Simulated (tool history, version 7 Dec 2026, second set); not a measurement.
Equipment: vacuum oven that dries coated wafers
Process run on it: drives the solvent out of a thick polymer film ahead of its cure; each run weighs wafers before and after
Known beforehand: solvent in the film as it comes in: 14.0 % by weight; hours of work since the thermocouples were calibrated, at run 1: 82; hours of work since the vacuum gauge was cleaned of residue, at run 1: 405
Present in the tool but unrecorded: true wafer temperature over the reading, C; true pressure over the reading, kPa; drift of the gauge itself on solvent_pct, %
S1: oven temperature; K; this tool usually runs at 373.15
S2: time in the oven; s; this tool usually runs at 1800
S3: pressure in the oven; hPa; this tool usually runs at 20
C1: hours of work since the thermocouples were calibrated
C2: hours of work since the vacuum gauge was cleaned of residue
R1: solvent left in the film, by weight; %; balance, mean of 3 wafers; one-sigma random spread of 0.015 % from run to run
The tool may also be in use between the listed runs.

run      day      S1    S2    S3   C1    C2    R1
  1        0  373.15  1800    20   82   405  2.64
  2    4.729  373.15  1800    20  149   472  2.58
  3    8.292  373.15  1800    20  200   523  2.59
  4   12.021  373.15  1800    20  253   576  2.56
  5   15.625  373.15  3120    20  304   627  1.18
  6   18.225  373.15  3120    20  341   664  1.17
  7    21.45  373.15  3120    20  387   710  1.18
  8   23.912  373.15  1800    20  422   745  2.53
  9   29.104  373.15  1800    20  496   819  2.47
 10   31.717  373.15  1800    20  533   856  2.44
 11   36.575  373.15  1800    20  602   925  2.46
 12   38.967  373.15  1800    20  636   959  2.41
 13     42.9  373.15  1800    20  692  1015  2.41
 14    45.35  373.15  1800    20  727  1050  2.35
       46.45  -- oven's thermocouples calibrated
 15   47.921  373.15  1800    20   21  1085  2.67
 16   51.221  373.15  1800    20   68  1132  2.66
 17   54.554  373.15  1800    20  115  1180  2.64
 18   59.658  373.15  2760    28  188  1252  1.74
      59.954  -- vacuum gauge cleaned of residue and calibrated
 19   64.417  380.15   900    28  255    63  3.87
 20   68.312  374.15  2040  23.4  310   119  2.18
 21     73.2  371.15  2040  23.4  380   188  2.67
 22   76.321  373.15  1500  21.7  424   233  3.24
 23   79.721  370.15  1680  12.3  473   281  3.24
      81.225  -- vacuum gauge cleaned of residue and calibrated, once more
 24   84.512  382.15  3180  56.5  540    47   1.3
 25   88.079  382.15  3180  56.5  591    98  1.28
 26   91.238  382.15  3180  56.5  636   143   1.3
 27   95.112  359.15  3240  65.6  691   198  5.11
 28   97.771  359.15  3240  65.6  728   235  5.05
      98.796  -- oven's thermocouples calibrated
 29  101.492  358.15  2340    20   38   287  5.09
 30  103.912  358.15  2340    20   73   322  5.05
 31  107.017  383.15  1680  12.6  117   366  1.11
 32   109.25  378.15  1260  79.1  149   398  4.12
 33  112.112  376.15  1800  23.7  189   438  2.12

The logged runs with the hidden state left out (each run's random variation unchanged):
run    R1
  1  2.66
  2  2.63
  3  2.66
  4  2.65
  5  1.22
  6  1.21
  7  1.23
  8  2.68
  9  2.65
 10  2.63
 11  2.67
 12  2.63
 13  2.65
 14  2.61
 15  2.64
 16  2.65
 17  2.64
 18  1.72
 19  3.92
 20  2.17
 21   2.7
 22  3.33
 23  3.34
 24  1.39
 25  1.37
 26  1.39
 27  5.56
 28  5.52
 29  5.06
 30  5.05
 31  1.11
 32  4.16
 33  2.16
